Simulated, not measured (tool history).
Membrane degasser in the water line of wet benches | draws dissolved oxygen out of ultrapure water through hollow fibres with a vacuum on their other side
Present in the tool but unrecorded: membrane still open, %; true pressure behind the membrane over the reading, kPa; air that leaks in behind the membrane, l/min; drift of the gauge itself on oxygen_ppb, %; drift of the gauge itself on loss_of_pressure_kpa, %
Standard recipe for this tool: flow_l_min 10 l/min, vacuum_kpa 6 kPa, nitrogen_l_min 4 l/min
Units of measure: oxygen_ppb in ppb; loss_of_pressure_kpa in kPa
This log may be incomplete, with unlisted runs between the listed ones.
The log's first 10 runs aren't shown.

| run | day | flow_l_min | vacuum_kpa | nitrogen_l_min | hours since the membrane was changed | hours since the vacuum gauge was calibrated | hours since the vacuum lines were made tight | oxygen_ppb | loss_of_pressure_kpa |
|---|---|---|---|---|---|---|---|---|---|
| 11 | 16.488 | 11 | 6 | 4 | 1189 | 1876 | 2725 | 188.3 | 60.7 |
| 12 | 18.288 | 11 | 6 | 4 | 1232 | 1920 | 2768 | 192 | 60.72 |
| 13 | 20.371 | 10 | 6 | 4 | 1282 | 1970 | 2818 | 162.1 | 55.08 |
| 14 | 22.621 | 10 | 6 | 3.55 | 1336 | 2024 | 2872 | 164.7 | 55.11 |
| 15 | 24.233 | 10 | 6 | 3.55 | 1375 | 2062 | 2910 | 164.2 | 54.92 |
| 16 | 25.8 | 10 | 4.87 | 4 | 1413 | 2100 | 2948 | 156.9 | 55.6 |
| 17 | 27.367 | 8 | 12.45 | 4.06 | 1450 | 2138 | 2986 | 135.9 | 44.41 |
| 18 | 28.7 | 7 | 7.15 | 3.32 | 1482 | 2170 | 3018 | 88.9 | 38.64 |
| 19 | 31.196 | 7 | 7.15 | 3.32 | 1542 | 2230 | 3078 | 88.6 | 39.31 |
| 20 | 32.546 | 7 | 7.15 | 3.32 | 1575 | 2262 | 3110 | 90.5 | 38.77 |
| 21 | 34.462 | 7 | 7.15 | 3.32 | 1621 | 2308 | 3156 | 87.9 | 39 |
| 22 | 36.671 | 7 | 7.15 | 3.32 | 1674 | 2361 | 3209 | 89.1 | 39.01 |
|  | 37.771 | gauge calibrated |
| 23 | 38.8 | 7 | 7.15 | 3.32 | 1725 | 2412 | 3260 | 87.4 | 38.13 |
| 24 | 40.883 | 12 | 14.51 | 4.23 | 1775 | 2462 | 3310 | 284.1 | 65.19 |
| 25 | 43.542 | 12 | 14.51 | 9.41 | 1838 | 2526 | 3374 | 236.5 | 65.49 |
| 26 | 45.696 | 14 | 9.4 | 2.53 | 1890 | 2578 | 3426 | 340.7 | 76.35 |
| 27 | 47.912 | 10 | 6 | 2.94 | 1943 | 2631 | 3479 | 168 | 54.86 |
| 28 | 50.188 | 10 | 11.36 | 6.21 | 1998 | 2685 | 3533 | 176.7 | 55.01 |
| 29 | 52.383 | 7 | 11.36 | 1.62 | 2051 | 2738 | 3586 | 155.3 | 38.22 |
| 30 | 54.638 | 7 | 11.36 | 1.62 | 2105 | 2792 | 3640 | 151.5 | 38.65 |
| 31 | 56.421 | 7 | 3.61 | 5.21 | 2148 | 2835 | 3683 | 69.5 | 38.57 |

Below are 4 alternative next runs, each starting from the tool's condition after run 31. Predict each:
| A | 57.679 | 14 | 3.61 | 7.07 | 2178 | 2865 | 3713 | ? | ? |
| B | 57.679 | 7 | 6 | 4 | 2178 | 2865 | 3713 | ? | ? |
| C | 57.679 | 7 | 4.89 | 6.64 | 2178 | 2865 | 3713 | ? | ? |
| D | 57.679 | 7 | 3.61 | 2.37 | 2178 | 2865 | 3713 | ? | ? |

| run | oxygen_ppb | loss_of_pressure_kpa |
|---|---|---|
| A | 269.4 | 77.68 |
| B | 78.9 | 38.45 |
| C | 73.2 | 38.81 |
| D | 71.1 | 38.59 |
Without the tool's unlogged condition, the same runs would have read:
| run | oxygen_ppb | loss_of_pressure_kpa |
|---|---|---|
| A | 269.2 | 76.7 |
| B | 78.8 | 37.96 |
| C | 73.1 | 38.33 |
| D | 71 | 38.11 |

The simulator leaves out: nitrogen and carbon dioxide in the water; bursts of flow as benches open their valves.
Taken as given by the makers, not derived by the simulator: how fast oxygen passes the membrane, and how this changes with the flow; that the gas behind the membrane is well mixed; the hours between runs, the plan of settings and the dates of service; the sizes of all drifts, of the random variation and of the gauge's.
